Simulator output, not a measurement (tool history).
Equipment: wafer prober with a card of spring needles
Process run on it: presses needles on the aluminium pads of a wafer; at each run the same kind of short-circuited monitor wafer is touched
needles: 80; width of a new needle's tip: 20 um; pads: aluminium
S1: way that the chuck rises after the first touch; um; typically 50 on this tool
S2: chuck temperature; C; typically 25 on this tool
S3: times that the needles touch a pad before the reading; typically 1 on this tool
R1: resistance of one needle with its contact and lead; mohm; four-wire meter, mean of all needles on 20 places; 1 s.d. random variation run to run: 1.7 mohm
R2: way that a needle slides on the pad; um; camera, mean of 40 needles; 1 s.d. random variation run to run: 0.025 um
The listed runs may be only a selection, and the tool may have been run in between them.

run 1 hour=0 | S1=50 S2=25 S3=1 | R1=203 R2=10.1
-- hour=8.6 tips cleaned on abrasive film
-- hour=17.1 tips cleaned on abrasive film
run 2 hour=21.8 | S1=50 S2=25 S3=1 | R1=219 R2=10.1
-- hour=26.2 tips cleaned on abrasive film
-- hour=36.7 tips cleaned on abrasive film
-- hour=47.4 tips cleaned on abrasive film
-- hour=56 tips cleaned on abrasive film
run 3 hour=60.5 | S1=50 S2=25 S3=1 | R1=212 R2=10.04
-- hour=64.8 tips cleaned on abrasive film
-- hour=75.4 tips cleaned on abrasive film
-- hour=86.1 tips cleaned on abrasive film
run 4 hour=90.5 | S1=50 S2=25 S3=2 | R1=206 R2=10.05
-- hour=94.9 tips cleaned on abrasive film
-- hour=105.4 tips cleaned on abrasive film
-- hour=114.8 tips cleaned on abrasive film
run 5 hour=114.8 | S1=50 S2=25 S3=2 | R1=195 R2=10
-- hour=125.5 tips cleaned on abrasive film
-- hour=136.2 tips cleaned on abrasive film
-- hour=144.8 tips cleaned on abrasive film
-- hour=155.5 tips cleaned on abrasive film
run 6 hour=158.6 | S1=50 S2=25 S3=1 | R1=211 R2=9.94
-- hour=165 tips cleaned on abrasive film
-- hour=173.6 tips cleaned on abrasive film
-- hour=184.3 tips cleaned on abrasive film
run 7 hour=187.4 | S1=50 S2=56 S3=1 | R1=213 R2=9.96
-- hour=193.9 tips cleaned on abrasive film
-- hour=194.2 height of the first contact set anew
-- hour=204.9 tips cleaned on abrasive film
-- hour=215.6 tips cleaned on abrasive film
run 8 hour=221.3 | S1=50 S2=56 S3=1 | R1=221 R2=10.43
-- hour=225.6 tips cleaned on abrasive film
-- hour=236.3 tips cleaned on abrasive film
-- hour=247 tips cleaned on abrasive film
-- hour=257.7 tips cleaned on abrasive film
-- hour=268.4 tips cleaned on abrasive film
run 9 hour=269.1 | S1=50 S2=56 S3=1 | R1=208 R2=10.39
-- hour=277.7 tips cleaned on abrasive film
-- hour=288.4 tips cleaned on abrasive film
run 10 hour=290.1 | S1=50 S2=56 S3=1 | R1=212 R2=10.38
-- hour=298.7 tips cleaned on abrasive film
-- hour=309.2 tips cleaned on abrasive film
-- hour=318 tips cleaned on abrasive film
run 11 hour=318 | S1=50 S2=85 S3=1 | R1=211 R2=10.29
-- hour=328.6 tips cleaned on abrasive film
-- hour=337.2 tips cleaned on abrasive film
-- hour=347.9 tips cleaned on abrasive film
-- hour=358.4 tips cleaned on abrasive film
run 12 hour=360.8 | S1=50 S2=85 S3=1 | R1=223 R2=10.3
-- hour=367.2 tips cleaned on abrasive film
-- hour=375.8 tips cleaned on abrasive film
-- hour=386.5 tips cleaned on abrasive film
-- hour=397.1 tips cleaned on abrasive film
run 13 hour=398.9 | S1=50 S2=25 S3=1 | R1=204 R2=10.25
-- hour=407.5 tips cleaned on abrasive film
-- hour=418.2 tips cleaned on abrasive film
run 14 hour=419.8 | S1=50 S2=36 S3=1 | R1=210 R2=10.25
-- hour=428.4 tips cleaned on abrasive film
-- hour=438.8 tips cleaned on abrasive film
run 15 hour=442 | S1=50 S2=36 S3=1 | R1=213 R2=10.22
-- hour=448.4 tips cleaned on abrasive film
-- hour=457 tips cleaned on abrasive film
-- hour=465.7 tips cleaned on abrasive film
run 16 hour=465.7 | S1=57 S2=25 S3=3 | R1=196 R2=11.66
-- hour=476.4 tips cleaned on abrasive film
-- hour=486.9 tips cleaned on abrasive film
-- hour=495.4 tips cleaned on abrasive film
-- hour=506 tips cleaned on abrasive film
run 17 hour=509.6 | S1=62 S2=25 S3=1 | R1=210 R2=12.67
-- hour=516 tips cleaned on abrasive film
-- hour=524.6 tips cleaned on abrasive film
-- hour=534.8 tips cleaned on abrasive film
run 18 hour=534.8 | S1=50 S2=31 S3=2 | R1=197 R2=10.11
-- hour=543.4 tips cleaned on abrasive film
-- hour=554.1 tips cleaned on abrasive film
-- hour=564.8 tips cleaned on abrasive film
run 19 hour=569.4 | S1=36 S2=25 S3=1 | R1=244 R2=7.13
-- hour=573.7 tips cleaned on abrasive film
-- hour=584.4 tips cleaned on abrasive film
-- hour=593 tips cleaned on abrasive film
-- hour=603.6 tips cleaned on abrasive film
run 20 hour=609.1 | S1=36 S2=25 S3=1 | R1=249 R2=7.09
-- hour=613.4 tips cleaned on abrasive film
-- hour=624 tips cleaned on abrasive film
-- hour=632.5 tips cleaned on abrasive film
-- hour=643.2 tips cleaned on abrasive film
-- hour=653.9 tips cleaned on abrasive film
run 21 hour=657.1 | S1=46 S2=39 S3=1 | R1=221 R2=9.12
-- hour=663.6 tips cleaned on abrasive film
-- hour=674.1 tips cleaned on abrasive film
-- hour=683 tips cleaned on abrasive film
run 22 hour=683 | S1=51 S2=35 S3=1 | R1=201 R2=10.13
-- hour=693.5 tips cleaned on abrasive film
-- hour=702.1 tips cleaned on abrasive film
run 23 hour=706.2 | S1=48 S2=64 S3=2 | R1=215 R2=9.51
-- hour=708.6 height of the first contact set anew
-- hour=712.9 tips cleaned on abrasive film
-- hour=723.6 tips cleaned on abrasive film
-- hour=734.2 tips cleaned on abrasive film
run 24 hour=736.2 | S1=48 S2=64 S3=2 | R1=213 R2=10
-- hour=744.8 tips cleaned on abrasive film
-- hour=755.5 tips cleaned on abrasive film
-- hour=766.2 tips cleaned on abrasive film
run 25 hour=770.2 | S1=33 S2=64 S3=1 | R1=246 R2=6.85
-- hour=776.7 tips cleaned on abrasive film
-- hour=787.2 tips cleaned on abrasive film
-- hour=797.9 tips cleaned on abrasive film
-- hour=806.4 tips cleaned on abrasive film
run 26 hour=808.4 | S1=45 S2=74 S3=2 | R1=217 R2=9.28
-- hour=816.8 tips cleaned on abrasive film
-- hour=827.4 tips cleaned on abrasive film
run 27 hour=828.9 | S1=52 S2=92 S3=1 | R1=219 R2=10.79
-- hour=837.5 tips cleaned on abrasive film
-- hour=846 tips cleaned on abrasive film
-- hour=856.6 tips cleaned on abrasive film
run 28 hour=861.1 | S1=52 S2=111 S3=1 | R1=227 R2=10.7

3 ways to go on from here, each from the tool as it stands after run 28. What would each give?
-- hour=865.5 tips cleaned on abrasive film
-- hour=876.1 tips cleaned on abrasive film
-- hour=884.7 tips cleaned on abrasive film
-- hour=895.4 tips cleaned on abrasive film
run A hour=898.1 | S1=52 S2=111 S3=1 | R1=? R2=?
-- hour=865.5 tips cleaned on abrasive film
-- hour=876.1 tips cleaned on abrasive film
-- hour=884.7 tips cleaned on abrasive film
-- hour=895.4 tips cleaned on abrasive film
run B hour=898.1 | S1=63 S2=111 S3=1 | R1=? R2=?
-- hour=865.5 tips cleaned on abrasive film
-- hour=876.1 tips cleaned on abrasive film
-- hour=884.7 tips cleaned on abrasive film
-- hour=895.4 tips cleaned on abrasive film
run C hour=898.1 | S1=50 S2=25 S3=1 | R1=? R2=?

run=A R1=227 R2=10.68
run=B R1=221 R2=12.95
run=C R1=215 R2=10.31
What these runs would have given with no unlogged condition in the tool:
run=A R1=211 R2=10.88
run=B R1=210 R2=13.15
run=C R1=195 R2=10.51

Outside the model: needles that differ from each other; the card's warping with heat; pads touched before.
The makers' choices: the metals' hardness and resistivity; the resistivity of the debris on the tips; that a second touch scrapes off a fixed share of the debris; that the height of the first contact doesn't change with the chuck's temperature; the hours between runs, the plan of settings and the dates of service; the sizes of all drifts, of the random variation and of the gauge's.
